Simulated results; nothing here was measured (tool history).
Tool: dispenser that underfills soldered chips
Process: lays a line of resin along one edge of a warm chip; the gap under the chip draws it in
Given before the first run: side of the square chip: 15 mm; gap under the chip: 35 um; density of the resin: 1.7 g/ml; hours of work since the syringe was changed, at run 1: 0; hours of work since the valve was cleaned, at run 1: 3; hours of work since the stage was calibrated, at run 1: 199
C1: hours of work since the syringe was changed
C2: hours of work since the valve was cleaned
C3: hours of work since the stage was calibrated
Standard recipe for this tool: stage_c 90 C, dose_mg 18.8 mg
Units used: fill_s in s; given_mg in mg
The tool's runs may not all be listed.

{"run": 1, "hour": 0.0, "stage_c": 90, "dose_mg": 18.8, "C1": 0, "C2": 3, "C3": 199, "fill_s": 321.9, "given_mg": 18.72}
{"run": 2, "hour": 6.4, "stage_c": 90, "dose_mg": 18.8, "C1": 4, "C2": 7, "C3": 203, "fill_s": 367.4, "given_mg": 18.69}
{"run": 3, "hour": 12.6, "stage_c": 90, "dose_mg": 18.8, "C1": 9, "C2": 11, "C3": 208, "fill_s": 426.8, "given_mg": 18.67}
{"hour": 15.5, "done": "new syringe of resin"}
{"run": 4, "hour": 19.8, "stage_c": 90, "dose_mg": 18.8, "C1": 3, "C2": 16, "C3": 212, "fill_s": 353.0, "given_mg": 18.59}
{"run": 5, "hour": 22.9, "stage_c": 90, "dose_mg": 16.3, "C1": 5, "C2": 18, "C3": 214, "fill_s": 396.9, "given_mg": 16.09}
{"run": 6, "hour": 28.0, "stage_c": 90, "dose_mg": 18.8, "C1": 8, "C2": 21, "C3": 218, "fill_s": 428.4, "given_mg": 18.46}
{"hour": 31.0, "done": "new syringe of resin"}
{"run": 7, "hour": 33.5, "stage_c": 90, "dose_mg": 18.8, "C1": 2, "C2": 25, "C3": 221, "fill_s": 339.9, "given_mg": 18.44}
{"run": 8, "hour": 40.0, "stage_c": 90, "dose_mg": 18.8, "C1": 6, "C2": 29, "C3": 225, "fill_s": 398.6, "given_mg": 18.45}
{"hour": 46.3, "done": "new syringe of resin"}
{"run": 9, "hour": 46.3, "stage_c": 86, "dose_mg": 21.8, "C1": 0, "C2": 33, "C3": 230, "fill_s": 358.9, "given_mg": 21.26}
{"run": 10, "hour": 53.3, "stage_c": 80, "dose_mg": 21.8, "C1": 5, "C2": 38, "C3": 234, "fill_s": 535.5, "given_mg": 21.24}
{"run": 11, "hour": 58.5, "stage_c": 80, "dose_mg": 21.8, "C1": 8, "C2": 41, "C3": 238, "fill_s": 593.3, "given_mg": 21.13}
{"hour": 61.7, "done": "new syringe of resin"}
{"run": 12, "hour": 62.4, "stage_c": 80, "dose_mg": 21.8, "C1": 0, "C2": 43, "C3": 240, "fill_s": 460.7, "given_mg": 21.03}
{"run": 13, "hour": 65.5, "stage_c": 101, "dose_mg": 17.0, "C1": 3, "C2": 46, "C3": 242, "fill_s": 242.6, "given_mg": 16.41}
{"run": 14, "hour": 70.5, "stage_c": 86, "dose_mg": 18.8, "C1": 6, "C2": 49, "C3": 245, "fill_s": 454.6, "given_mg": 18.08}

3 options for the next run, each taken on its own from the tool as it stands now. Forecast them:
{"run": "A", "hour": 73.6, "stage_c": 85, "dose_mg": 18.4, "C1": 8, "C2": 51, "C3": 248, "fill_s": "?", "given_mg": "?"}
{"run": "B", "hour": 73.6, "stage_c": 90, "dose_mg": 17.8, "C1": 8, "C2": 51, "C3": 248, "fill_s": "?", "given_mg": "?"}
{"run": "C", "hour": 73.6, "stage_c": 101, "dose_mg": 23.3, "C1": 8, "C2": 51, "C3": 248, "fill_s": "?", "given_mg": "?"}

run=A fill_s=501.4 given_mg=17.72
run=B fill_s=427.7 given_mg=17.05
run=C fill_s=277.8 given_mg=22.28
With the hidden condition removed and each run's random variation left untouched, the same runs would have given:
run=A fill_s=369.1 given_mg=18.46
run=B fill_s=314.8 given_mg=17.76
run=C fill_s=206.5 given_mg=23.21
